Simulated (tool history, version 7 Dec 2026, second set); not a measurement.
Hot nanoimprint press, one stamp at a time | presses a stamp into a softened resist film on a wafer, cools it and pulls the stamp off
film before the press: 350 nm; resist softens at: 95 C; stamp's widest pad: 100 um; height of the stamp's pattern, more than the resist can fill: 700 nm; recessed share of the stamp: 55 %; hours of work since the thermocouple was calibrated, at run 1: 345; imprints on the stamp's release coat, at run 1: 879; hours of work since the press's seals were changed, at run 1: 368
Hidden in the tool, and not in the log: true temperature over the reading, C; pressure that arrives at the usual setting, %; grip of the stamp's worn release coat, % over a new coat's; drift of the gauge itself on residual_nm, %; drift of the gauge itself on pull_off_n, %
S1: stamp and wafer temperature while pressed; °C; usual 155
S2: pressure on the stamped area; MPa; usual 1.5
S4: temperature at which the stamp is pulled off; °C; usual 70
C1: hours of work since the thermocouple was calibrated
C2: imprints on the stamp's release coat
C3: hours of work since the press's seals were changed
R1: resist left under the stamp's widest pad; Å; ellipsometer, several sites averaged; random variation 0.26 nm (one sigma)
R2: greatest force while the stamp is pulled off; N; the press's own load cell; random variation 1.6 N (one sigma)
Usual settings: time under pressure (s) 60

Run 1, hour 0: usual settings; C1 345; C2 879; C3 368. Result: R1 1755 Å, R2 230 N.
Run 2, hour 8.5: usual settings; C1 350; C2 903; C3 374. Result: R1 1752 Å, R2 232 N.
Run 3, hour 22.6: usual settings but S4 59 °C; C1 360; C2 943; C3 384. Result: R1 1752 Å, R2 277 N.
Run 4, hour 40.2: usual settings but S4 59 °C; C1 372; C2 993; C3 396. Result: R1 1751 Å, R2 277 N.
Run 5, hour 52.4: usual settings but S2 1.64 MPa, S4 59 °C; C1 380; C2 1027; C3 404. Result: R1 1679 Å, R2 279 N.
Run 6, hour 65.1: usual settings; C1 389; C2 1063; C3 413. Result: R1 1751 Å, R2 233 N.
Run 7, hour 80.7: usual settings; C1 400; C2 1107; C3 424. Result: R1 1748 Å, R2 235 N.
Run 8, hour 97.1: usual settings but S1 144 °C; C1 411; C2 1154; C3 435. Result: R1 2409 Å, R2 235 N.
Run 9, hour 113.6: usual settings; C1 422; C2 1200; C3 446. Result: R1 1747 Å, R2 239 N.
Run 10, hour 123.9: usual settings but time under pressure (s) 65; C1 429; C2 1230; C3 453. Result: R1 1702 Å, R2 236 N.
At hour 128.5: plate thermocouple calibrated.
Run 11, hour 137.6: usual settings but time under pressure (s) 65; C1 6; C2 1260; C3 460. Result: R1 1697 Å, R2 237 N.
Run 12, hour 150.7: usual settings but S2 0.93 MPa, time under pressure (s) 59, S4 68 °C; C1 15; C2 1297; C3 469. Result: R1 2151 Å, R2 247 N.
Run 13, hour 158.1: usual settings but S2 0.93 MPa, time under pressure (s) 59, S4 68 °C; C1 20; C2 1318; C3 474. Result: R1 2156 Å, R2 246 N.
Run 14, hour 167.7: usual settings but S2 0.93 MPa, time under pressure (s) 59, S4 68 °C; C1 27; C2 1345; C3 481. Result: R1 2154 Å, R2 248 N.
Run 15, hour 184.6: usual settings but S1 157 °C; C1 38; C2 1392; C3 492. Result: R1 1636 Å, R2 239 N.
At hour 192.1: plate thermocouple calibrated, once more.
Run 16, hour 200.5: usual settings but time under pressure (s) 90, S4 76 °C; C1 6; C2 1429; C3 501. Result: R1 1555 Å, R2 219 N.
Run 17, hour 213.2: usual settings but time under pressure (s) 97, S4 66 °C; C1 14; C2 1465; C3 510. Result: R1 1521 Å, R2 259 N.
Run 18, hour 225.1: usual settings but S1 153 °C, S4 64 °C; C1 22; C2 1499; C3 518. Result: R1 1902 Å, R2 272 N.
Run 19, hour 237.9: usual settings but S1 153 °C, S2 2.27 MPa, S4 59 °C; C1 31; C2 1535; C3 527. Result: R1 1572 Å, R2 290 N.

Forecast each of these 5 alternatives for the next run:
Run A, hour 256: usual settings but S2 1.71 MPa; C1 44; C2 1586; C3 539. Result: R1 ?, R2 ?.
Run B, hour 256: usual settings but S1 144 °C, S2 1.11 MPa; C1 44; C2 1586; C3 539. Result: R1 ?, R2 ?.
Run C, hour 256: usual settings but time under pressure (s) 97; C1 44; C2 1586; C3 539. Result: R1 ?, R2 ?.
Run D, hour 256: usual settings but S1 143 °C; C1 44; C2 1586; C3 539. Result: R1 ?, R2 ?.
Run E, hour 256: usual settings but S1 148 °C, time under pressure (s) 68, S4 68 °C; C1 44; C2 1586; C3 539. Result: R1 ?, R2 ?.

run    R1   R2
  A  1689  246
  B  2686  245
  C  1512  246
  D  2517  246
  E  2122  254
Without the tool's hidden state the same runs would have given:
run    R1   R2
  A  1654  217
  B  2664  217
  C  1483  218
  D  2486  217
  E  2089  224
